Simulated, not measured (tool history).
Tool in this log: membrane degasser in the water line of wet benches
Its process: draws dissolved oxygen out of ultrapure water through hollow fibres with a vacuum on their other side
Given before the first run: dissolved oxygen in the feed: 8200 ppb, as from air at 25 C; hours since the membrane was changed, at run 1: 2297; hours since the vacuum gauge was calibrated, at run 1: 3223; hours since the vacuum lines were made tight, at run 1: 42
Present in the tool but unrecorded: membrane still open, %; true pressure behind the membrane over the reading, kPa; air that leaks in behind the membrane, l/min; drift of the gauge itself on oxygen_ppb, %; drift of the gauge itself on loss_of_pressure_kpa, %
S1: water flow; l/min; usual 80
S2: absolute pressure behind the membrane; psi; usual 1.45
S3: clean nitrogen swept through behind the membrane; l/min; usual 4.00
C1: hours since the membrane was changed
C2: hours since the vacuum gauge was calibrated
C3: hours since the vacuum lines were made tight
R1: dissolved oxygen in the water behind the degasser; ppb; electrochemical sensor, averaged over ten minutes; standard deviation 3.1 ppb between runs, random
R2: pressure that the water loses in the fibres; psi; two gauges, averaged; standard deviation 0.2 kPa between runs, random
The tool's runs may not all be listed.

{"run": 1, "day": 0.0, "S1": 80, "S2": 1.45, "S3": 4.0, "C1": 2297, "C2": 3223, "C3": 42, "R1": 366.7, "R2": 6.766}
{"run": 2, "day": 1.367, "S1": 80, "S2": 1.45, "S3": 4.0, "C1": 2330, "C2": 3256, "C3": 75, "R1": 366.1, "R2": 6.782}
{"run": 3, "day": 3.792, "S1": 80, "S2": 1.45, "S3": 4.0, "C1": 2388, "C2": 3314, "C3": 133, "R1": 371.7, "R2": 6.765}
{"run": 4, "day": 6.267, "S1": 80, "S2": 2.2, "S3": 4.0, "C1": 2448, "C2": 3374, "C3": 193, "R1": 588.4, "R2": 6.856}
{"run": 5, "day": 8.304, "S1": 80, "S2": 1.45, "S3": 4.0, "C1": 2496, "C2": 3422, "C3": 241, "R1": 369.5, "R2": 6.789}
{"run": 6, "day": 10.075, "S1": 80, "S2": 1.45, "S3": 4.0, "C1": 2539, "C2": 3465, "C3": 284, "R1": 366.7, "R2": 6.741}
{"run": 7, "day": 11.588, "S1": 80, "S2": 1.45, "S3": 4.0, "C1": 2575, "C2": 3501, "C3": 320, "R1": 369.1, "R2": 6.772}
{"run": 8, "day": 13.929, "S1": 80, "S2": 1.45, "S3": 4.0, "C1": 2631, "C2": 3557, "C3": 376, "R1": 368.2, "R2": 6.812}
{"run": 9, "day": 16.262, "S1": 121, "S2": 0.96, "S3": 1.98, "C1": 2687, "C2": 3613, "C3": 432, "R1": 575.0, "R2": 10.351}
{"run": 10, "day": 17.571, "S1": 121, "S2": 0.96, "S3": 1.98, "C1": 2719, "C2": 3645, "C3": 464, "R1": 571.5, "R2": 10.301}
{"run": 11, "day": 18.721, "S1": 121, "S2": 0.96, "S3": 1.98, "C1": 2746, "C2": 3672, "C3": 491, "R1": 578.7, "R2": 10.354}
{"run": 12, "day": 19.933, "S1": 121, "S2": 1.04, "S3": 6.15, "C1": 2776, "C2": 3702, "C3": 521, "R1": 379.0, "R2": 10.37}
{"run": 13, "day": 21.212, "S1": 121, "S2": 1.29, "S3": 3.58, "C1": 2806, "C2": 3732, "C3": 551, "R1": 579.2, "R2": 10.369}
{"run": 14, "day": 22.796, "S1": 63, "S2": 0.94, "S3": 11.06, "C1": 2844, "C2": 3770, "C3": 589, "R1": 84.4, "R2": 5.35}
{"run": 15, "day": 24.867, "S1": 63, "S2": 1.02, "S3": 11.06, "C1": 2894, "C2": 3820, "C3": 639, "R1": 89.2, "R2": 5.424}
{"run": 16, "day": 26.029, "S1": 63, "S2": 1.02, "S3": 11.06, "C1": 2922, "C2": 3848, "C3": 667, "R1": 91.5, "R2": 5.436}

Here are 4 independent what-if runs from the current tool condition. What would each one return?
{"run": "A", "day": 28.417, "S1": 63, "S2": 1.02, "S3": 7.47, "C1": 2979, "C2": 3905, "C3": 724, "R1": "?", "R2": "?"}
{"run": "B", "day": 28.417, "S1": 87, "S2": 2.49, "S3": 2.81, "C1": 2979, "C2": 3905, "C3": 724, "R1": "?", "R2": "?"}
{"run": "C", "day": 28.417, "S1": 75, "S2": 2.51, "S3": 7.51, "C1": 2979, "C2": 3905, "C3": 724, "R1": "?", "R2": "?"}
{"run": "D", "day": 28.417, "S1": 80, "S2": 1.02, "S3": 4.0, "C1": 2979, "C2": 3905, "C3": 724, "R1": "?", "R2": "?"}

run=A R1=116.3 R2=5.423
run=B R1=923.7 R2=7.411
run=C R1=381.3 R2=6.425
run=D R1=249.4 R2=6.873
With no hidden state in the tool, these same runs would have given:
run=A R1=104.0 R2=5.210
run=B R1=896.7 R2=7.117
run=C R1=365.0 R2=6.171
run=D R1=225.7 R2=6.604
